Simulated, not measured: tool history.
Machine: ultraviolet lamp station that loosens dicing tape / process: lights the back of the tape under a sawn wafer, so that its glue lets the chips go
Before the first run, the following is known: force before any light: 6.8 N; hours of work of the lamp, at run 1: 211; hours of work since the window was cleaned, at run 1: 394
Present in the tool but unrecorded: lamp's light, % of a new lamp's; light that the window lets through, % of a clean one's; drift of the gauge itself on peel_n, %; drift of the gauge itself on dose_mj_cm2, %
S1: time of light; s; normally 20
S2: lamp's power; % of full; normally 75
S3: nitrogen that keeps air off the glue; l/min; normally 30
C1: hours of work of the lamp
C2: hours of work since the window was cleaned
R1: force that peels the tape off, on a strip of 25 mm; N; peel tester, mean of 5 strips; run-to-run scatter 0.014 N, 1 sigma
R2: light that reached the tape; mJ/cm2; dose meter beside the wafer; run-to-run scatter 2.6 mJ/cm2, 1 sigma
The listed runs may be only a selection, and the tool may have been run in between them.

run 1 hour=0 | S1=20 S2=75 S3=30 | C1=211 C2=394 | R1=0.789 R2=293
run 2 hour=12.4 | S1=20 S2=75 S3=30 | C1=220 C2=404 | R1=0.8 R2=296
run 3 hour=23.2 | S1=20 S2=75 S3=30 | C1=229 C2=412 | R1=0.808 R2=292
run 4 hour=42.4 | S1=11 S2=75 S3=30 | C1=243 C2=427 | R1=1.999 R2=162
run 5 hour=55.7 | S1=11 S2=75 S3=30 | C1=253 C2=437 | R1=1.975 R2=159
run 6 hour=67.6 | S1=11 S2=75 S3=30 | C1=262 C2=446 | R1=1.954 R2=154
run 7 hour=93.3 | S1=11 S2=75 S3=30 | C1=282 C2=465 | R1=2.071 R2=155
run 8 hour=106.4 | S1=15 S2=75 S3=30 | C1=292 C2=475 | R1=1.347 R2=213
run 9 hour=125.1 | S1=15 S2=98 S3=30 | C1=306 C2=489 | R1=0.875 R2=279
run 10 hour=144.9 | S1=20 S2=69 S3=30 | C1=321 C2=504 | R1=0.978 R2=254
run 11 hour=165.7 | S1=20 S2=69 S3=30 | C1=337 C2=520 | R1=0.987 R2=251
run 12 hour=179.5 | S1=20 S2=75 S3=30 | C1=348 C2=531 | R1=0.912 R2=277
-- hour=185.2 window cleaned of glue's vapour
run 13 hour=201.3 | S1=16 S2=75 S3=30 | C1=364 C2=12 | R1=1.364 R2=208
run 14 hour=221.9 | S1=16 S2=75 S3=30 | C1=379 C2=28 | R1=1.399 R2=208
run 15 hour=241.6 | S1=25 S2=62 S3=11 | C1=394 C2=43 | R1=1.741 R2=269
run 16 hour=260.1 | S1=25 S2=83 S3=30 | C1=408 C2=57 | R1=0.561 R2=359
-- hour=275.9 window cleaned of glue's vapour, once more
run 17 hour=276.3 | S1=28 S2=98 S3=18 | C1=420 C2=0 | R1=0.358 R2=561
run 18 hour=292.4 | S1=17 S2=75 S3=20 | C1=433 C2=13 | R1=1.343 R2=258
run 19 hour=307 | S1=17 S2=75 S3=20 | C1=444 C2=24 | R1=1.334 R2=259
run 20 hour=332.6 | S1=20 S2=64 S3=35 | C1=463 C2=43 | R1=0.901 R2=258
run 21 hour=350.7 | S1=20 S2=64 S3=35 | C1=477 C2=57 | R1=0.916 R2=255
run 22 hour=376.1 | S1=20 S2=88 S3=25 | C1=496 C2=76 | R1=0.661 R2=347
run 23 hour=397.5 | S1=21 S2=67 S3=16 | C1=513 C2=93 | R1=1.341 R2=277
run 24 hour=412.9 | S1=12 S2=71 S3=15 | C1=524 C2=104 | R1=2.557 R2=166
run 25 hour=431.1 | S1=12 S2=71 S3=15 | C1=538 C2=118 | R1=2.642 R2=166
run 26 hour=449.7 | S1=23 S2=71 S3=29 | C1=552 C2=132 | R1=0.715 R2=320
run 27 hour=462.8 | S1=16 S2=84 S3=15 | C1=562 C2=142 | R1=1.522 R2=259

Below are 4 alternative next runs, each starting from the tool's condition after run 27. Predict each:
run A hour=482.3 | S1=24 S2=95 S3=29 | C1=577 C2=157 | R1=? R2=?
run B hour=482.3 | S1=27 S2=63 S3=15 | C1=577 C2=157 | R1=? R2=?
run C hour=482.3 | S1=35 S2=85 S3=10 | C1=577 C2=157 | R1=? R2=?
run D hour=482.3 | S1=16 S2=84 S3=46 | C1=577 C2=157 | R1=? R2=?

run=A R1=0.396 R2=441
run=B R1=1.052 R2=325
run=C R1=0.536 R2=568
run=D R1=0.713 R2=259
What these runs would have given with no unlogged condition in the tool:
run=A R1=0.323 R2=503
run=B R1=0.841 R2=371
run=C R1=0.42 R2=649
run=D R1=0.559 R2=296
